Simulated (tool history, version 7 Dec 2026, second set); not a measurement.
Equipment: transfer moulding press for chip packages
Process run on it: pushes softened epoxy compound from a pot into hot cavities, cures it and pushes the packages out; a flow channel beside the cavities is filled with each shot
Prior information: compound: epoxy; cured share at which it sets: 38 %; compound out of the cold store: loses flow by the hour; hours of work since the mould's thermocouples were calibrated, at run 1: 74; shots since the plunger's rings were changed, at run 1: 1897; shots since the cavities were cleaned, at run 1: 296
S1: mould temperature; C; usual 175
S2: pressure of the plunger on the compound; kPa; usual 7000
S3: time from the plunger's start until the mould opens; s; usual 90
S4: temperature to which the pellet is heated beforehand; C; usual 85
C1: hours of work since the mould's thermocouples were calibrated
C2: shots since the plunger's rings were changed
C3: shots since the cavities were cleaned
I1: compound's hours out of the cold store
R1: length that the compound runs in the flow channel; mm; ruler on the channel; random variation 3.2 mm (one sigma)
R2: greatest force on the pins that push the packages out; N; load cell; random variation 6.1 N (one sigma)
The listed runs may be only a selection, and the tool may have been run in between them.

Run 1, hour 0.0: usual settings; C1 74; C2 1897; C3 296; I1 24.4. Result: R1 591 mm, R2 324 N.
Run 2, hour 6.4: usual settings; C1 78; C2 1977; C3 376; I1 30.1. Result: R1 582 mm, R2 329 N.
Run 3, hour 10.2: usual settings; C1 81; C2 2026; C3 425; I1 20.4. Result: R1 598 mm, R2 344 N.
Run 4, hour 13.9: usual settings; C1 83; C2 2072; C3 471; I1 13.3. Result: R1 613 mm, R2 357 N.
Run 5, hour 19.2: usual settings; C1 86; C2 2138; C3 537; I1 38.4. Result: R1 557 mm, R2 341 N.
Run 6, hour 24.5: usual settings; C1 90; C2 2206; C3 605; I1 41.6. Result: R1 550 mm, R2 367 N.
Run 7, hour 31.6: usual settings but S1 183 C; C1 95; C2 2295; C3 694; I1 24.1. Result: R1 570 mm, R2 316 N.
Run 8, hour 40.7: usual settings; C1 100; C2 2410; C3 809; I1 9.0. Result: R1 620 mm, R2 413 N.
At hour 48.8: cavities cleaned with cleaning compound and waxed.
Run 9, hour 48.9: usual settings; C1 105; C2 2494; C3 1; I1 26.1. Result: R1 583 mm, R2 237 N.
At hour 51.4: mould's thermocouples calibrated.
Run 10, hour 54.8: usual settings; C1 2; C2 2543; C3 50; I1 42.1. Result: R1 543 mm, R2 253 N.
Run 11, hour 58.8: usual settings but S3 86 s; C1 5; C2 2594; C3 101; I1 10.8. Result: R1 612 mm, R2 302 N.
Run 12, hour 66.1: usual settings but S3 86 s; C1 10; C2 2685; C3 192; I1 43.5. Result: R1 540 mm, R2 332 N.
At hour 75.4: mould's thermocouples calibrated, once more.
Run 13, hour 76.3: usual settings but S4 84 C; C1 1; C2 2788; C3 295; I1 31.5. Result: R1 567 mm, R2 320 N.
Run 14, hour 83.6: usual settings but S3 94 s; C1 5; C2 2880; C3 387; I1 10.8. Result: R1 613 mm, R2 324 N.
Run 15, hour 89.9: usual settings; C1 9; C2 2960; C3 467; I1 30.6. Result: R1 566 mm, R2 369 N.
Run 16, hour 97.6: usual settings but S1 178 C, S2 5710 kPa, S3 81 s; C1 14; C2 3057; C3 564; I1 34.7. Result: R1 495 mm, R2 357 N.
Run 17, hour 103.3: usual settings but S1 178 C, S2 5710 kPa, S3 81 s; C1 18; C2 3129; C3 636; I1 36.6. Result: R1 493 mm, R2 375 N.
Run 18, hour 112.4: usual settings but S2 6900 kPa, S3 91 s; C1 24; C2 3243; C3 750; I1 23.1. Result: R1 575 mm, R2 371 N.
Run 19, hour 120.0: usual settings but S1 180 C, S2 6300 kPa, S3 77 s; C1 29; C2 3339; C3 846; I1 25.5. Result: R1 529 mm, R2 406 N.
At hour 124.8: cavities cleaned with cleaning compound and waxed.
Run 20, hour 127.5: usual settings but S1 180 C, S2 6300 kPa, S3 77 s; C1 33; C2 3414; C3 33; I1 42.8. Result: R1 496 mm, R2 253 N.
Run 21, hour 133.4: usual settings but S1 180 C, S2 6300 kPa, S3 77 s; C1 37; C2 3489; C3 108; I1 28.2. Result: R1 526 mm, R2 281 N.
Run 22, hour 140.9: usual settings but S1 170 C, S3 110 s, S4 79 C; C1 42; C2 3583; C3 202; I1 47.9. Result: R1 535 mm, R2 270 N.
Run 23, hour 145.0: usual settings but S1 170 C, S3 110 s, S4 79 C; C1 44; C2 3635; C3 254; I1 28.5. Result: R1 573 mm, R2 300 N.
Run 24, hour 151.2: usual settings but S1 170 C, S2 8070 kPa, S3 119 s, S4 79 C; C1 48; C2 3713; C3 332; I1 31.1. Result: R1 613 mm, R2 294 N.
Run 25, hour 156.3: usual settings but S1 182 C, S2 5720 kPa, S3 110 s, S4 90 C; C1 52; C2 3777; C3 396; I1 13.3. Result: R1 526 mm, R2 280 N.
At hour 162.8: plunger's sealing rings changed.
Run 26, hour 163.3: usual settings but S1 170 C, S2 7990 kPa, S3 88 s, S4 93 C; C1 55; C2 7; C3 453; I1 35.0. Result: R1 639 mm, R2 450 N.
Run 27, hour 171.6: usual settings but S1 170 C, S2 7990 kPa, S3 88 s, S4 93 C; C1 60; C2 112; C3 558; I1 28.4. Result: R1 659 mm, R2 469 N.
Run 28, hour 175.6: usual settings but S3 78 s; C1 63; C2 162; C3 608; I1 24.8. Result: R1 613 mm, R2 472 N.
Run 29, hour 181.9: usual settings but S3 78 s; C1 67; C2 241; C3 687; I1 9.4. Result: R1 649 mm, R2 514 N.
Run 30, hour 188.1: usual settings but S2 7890 kPa, S3 125 s; C1 71; C2 319; C3 765; I1 17.8. Result: R1 663 mm, R2 329 N.

Below are 3 alternative next runs, each starting from the tool's condition after run 30. Predict each:
Run A, hour 196.3: usual settings but S2 8640 kPa, S3 125 s; C1 76; C2 422; C3 868; I1 8.5. Result: R1 ?, R2 ?.
Run B, hour 196.3: usual settings; C1 76; C2 422; C3 868; I1 30.6. Result: R1 ?, R2 ?.
Run C, hour 196.3: usual settings but S2 7880 kPa, S3 105 s; C1 76; C2 422; C3 868; I1 40.9. Result: R1 ?, R2 ?.

run   R1   R2
  A  718  320
  B  592  396
  C  608  372
The same runs, with their run-to-run variation unchanged, on a tool lacking any hidden condition would have given:
run   R1   R2
  A  723  189
  B  596  232
  C  612  222

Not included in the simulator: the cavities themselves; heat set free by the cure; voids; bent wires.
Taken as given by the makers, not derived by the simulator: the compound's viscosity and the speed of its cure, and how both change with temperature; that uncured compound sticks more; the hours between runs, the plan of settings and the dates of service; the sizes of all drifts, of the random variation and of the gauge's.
